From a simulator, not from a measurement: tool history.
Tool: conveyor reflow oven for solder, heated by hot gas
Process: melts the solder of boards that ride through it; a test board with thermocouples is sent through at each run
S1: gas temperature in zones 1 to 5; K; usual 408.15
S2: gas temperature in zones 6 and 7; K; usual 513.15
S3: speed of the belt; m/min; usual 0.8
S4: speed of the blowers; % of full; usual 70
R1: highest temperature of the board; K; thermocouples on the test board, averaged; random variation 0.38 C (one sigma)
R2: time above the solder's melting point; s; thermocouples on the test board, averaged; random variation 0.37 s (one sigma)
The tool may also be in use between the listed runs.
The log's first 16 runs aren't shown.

| run | hour | S1 | S2 | S3 | S4 | R1 | R2 |
|---|---|---|---|---|---|---|---|
| 17 | 539.3 | 408.15 | 513.15 | 0.72 | 70 | 498.75 | 53.7 |
| 18 | 572.6 | 408.15 | 513.15 | 0.72 | 70 | 498.15 | 54.6 |
| 19 | 594.4 | 413.15 | 513.15 | 0.72 | 58 | 496.65 | 54.9 |
| 20 | 615 | 408.15 | 513.15 | 0.817 | 58 | 491.15 | 43.2 |
| 21 | 639.5 | 408.15 | 513.15 | 0.817 | 58 | 491.55 | 43 |
| 22 | 665.1 | 408.15 | 513.15 | 0.664 | 70 | 500.05 | 60.6 |
|  | 676.1 | flux residue cleaned out of gas plates and filters |
| 23 | 710 | 408.15 | 513.15 | 0.664 | 70 | 500.75 | 60 |
| 24 | 746.4 | 408.15 | 513.15 | 0.787 | 70 | 494.85 | 48 |
| 25 | 772.7 | 408.15 | 513.15 | 0.787 | 70 | 494.75 | 47 |
| 26 | 812.8 | 408.15 | 509.15 | 0.79 | 79 | 493.15 | 47.4 |
| 27 | 855 | 408.15 | 509.15 | 0.79 | 79 | 492.55 | 46.9 |
| 28 | 883.5 | 409.15 | 510.15 | 0.733 | 79 | 496.05 | 53 |
| 29 | 906.9 | 409.15 | 510.15 | 0.733 | 79 | 496.45 | 52.9 |
| 30 | 953.8 | 409.15 | 510.15 | 0.733 | 79 | 496.35 | 52.6 |
| 31 | 982.5 | 408.15 | 501.15 | 0.664 | 70 | 489.75 | 53.2 |
| 32 | 1001.8 | 408.15 | 501.15 | 0.664 | 70 | 488.85 | 53.9 |

Forecast each of these 3 alternatives for the next run:
| A | 1042 | 398.15 | 518.15 | 0.686 | 70 | ? | ? |
| B | 1042 | 402.15 | 513.15 | 0.8 | 72 | ? | ? |
| C | 1042 | 401.15 | 516.15 | 0.8 | 78 | ? | ? |

| run | R1 | R2 |
|---|---|---|
| A | 502.35 | 56.7 |
| B | 493.25 | 45.1 |
| C | 497.25 | 46.3 |
Without the tool's hidden state the same runs would have given:
| run | R1 | R2 |
|---|---|---|
| A | 502.45 | 56.5 |
| B | 493.45 | 45 |
| C | 497.35 | 46.2 |

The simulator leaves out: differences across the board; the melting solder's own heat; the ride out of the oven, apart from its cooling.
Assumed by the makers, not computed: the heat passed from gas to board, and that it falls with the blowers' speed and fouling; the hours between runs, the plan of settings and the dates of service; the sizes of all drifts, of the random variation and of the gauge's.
